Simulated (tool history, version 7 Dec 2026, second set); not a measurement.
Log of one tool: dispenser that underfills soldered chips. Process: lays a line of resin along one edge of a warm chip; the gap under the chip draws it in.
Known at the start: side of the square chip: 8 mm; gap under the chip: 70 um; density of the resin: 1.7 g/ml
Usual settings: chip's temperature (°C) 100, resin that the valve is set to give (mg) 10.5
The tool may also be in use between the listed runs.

| run | hour | chip's temperature (°C) | resin that the valve is set to give (mg) | time until the resin shows at the far edge (s) | resin that the valve gave (mg) |
|---|---|---|---|---|---|
| 1 | 0 | 100 | 10.5 | 63.2 | 10.39 |
| 2 | 4.4 | 111 | 10.5 | 49.3 | 10.37 |
| 3 | 7.5 | 100 | 11.8 | 80.3 | 11.69 |
|  | 8.6 | new syringe of resin |
| 4 | 12.1 | 100 | 11.8 | 58.7 | 11.64 |
| 5 | 15.6 | 100 | 12.4 | 65.6 | 12.16 |
| 6 | 20.3 | 100 | 10.5 | 79.5 | 10.42 |
|  | 21.2 | new syringe of resin |
| 7 | 25.1 | 100 | 12.2 | 59.8 | 11.97 |
| 8 | 30.2 | 100 | 9.2 | 78 | 9.06 |
| 9 | 32.5 | 100 | 9.2 | 84.8 | 9 |
|  | 33.9 | new syringe of resin |
| 10 | 36.4 | 100 | 9.2 | 60.9 | 9 |
| 11 | 39.2 | 100 | 9.2 | 67.7 | 9.01 |
| 12 | 43.3 | 100 | 12.8 | 73.6 | 12.63 |
|  | 46.5 | new syringe of resin |
| 13 | 46.5 | 100 | 13 | 51.4 | 12.72 |
| 14 | 50.9 | 87 | 11.2 | 100.5 | 10.89 |
| 15 | 53.1 | 87 | 11.2 | 108.7 | 10.89 |
| 16 | 56.6 | 87 | 11.2 | 125.7 | 10.95 |
| 17 | 58.7 | 108 | 11 | 60.8 | 10.66 |
|  | 59.5 | new syringe of resin |
| 18 | 63.1 | 90 | 13.7 | 84 | 13.34 |
| 19 | 66.5 | 110 | 10.8 | 46.4 | 10.44 |
| 20 | 68.6 | 104 | 9.7 | 64 | 9.48 |
| 21 | 71.3 | 104 | 9.7 | 71.3 | 9.43 |
|  | 72.1 | new syringe of resin |
| 22 | 76.5 | 90 | 11.3 | 89 | 10.96 |
| 23 | 80.8 | 91 | 12.4 | 100.8 | 12 |
| 24 | 82.9 | 111 | 10.2 | 52.8 | 9.84 |
|  | 84.9 | new syringe of resin |
| 25 | 86.2 | 111 | 10.2 | 37.1 | 9.72 |

Hidden state or all else? Some run-to-run changes of time until the resin shows at the far edge (s), split into what the settings, what came in and random variation would give without the hidden state, and what is left for the hidden state (with any gauge scatter that isn't in both results):
The hidden state here: resin's viscosity, % of fresh resin's; dose that the valve gives, % of what is set; true chip temperature over the reading, C; drift of the gauge itself on fill_s, %; drift of the gauge itself on given_mg, %.
Run 3 -> 4: new syringe of resin. time until the resin shows at the far edge (s) -21.6: hidden state -22.6, all else +1.
Run 9 -> 10: new syringe of resin. time until the resin shows at the far edge (s) -23.9: hidden state -23.7, all else -0.2.
Run 13 -> 14: chip's temperature (°C) 100 -> 87, resin that the valve is set to give (mg) 13 -> 11.2. time until the resin shows at the far edge (s) +49.1: hidden state +14.2, all else +34.9.
Run 16 -> 17: chip's temperature (°C) 87 -> 108, resin that the valve is set to give (mg) 11.2 -> 11. time until the resin shows at the far edge (s) -64.9: hidden state -15.9, all else -49.
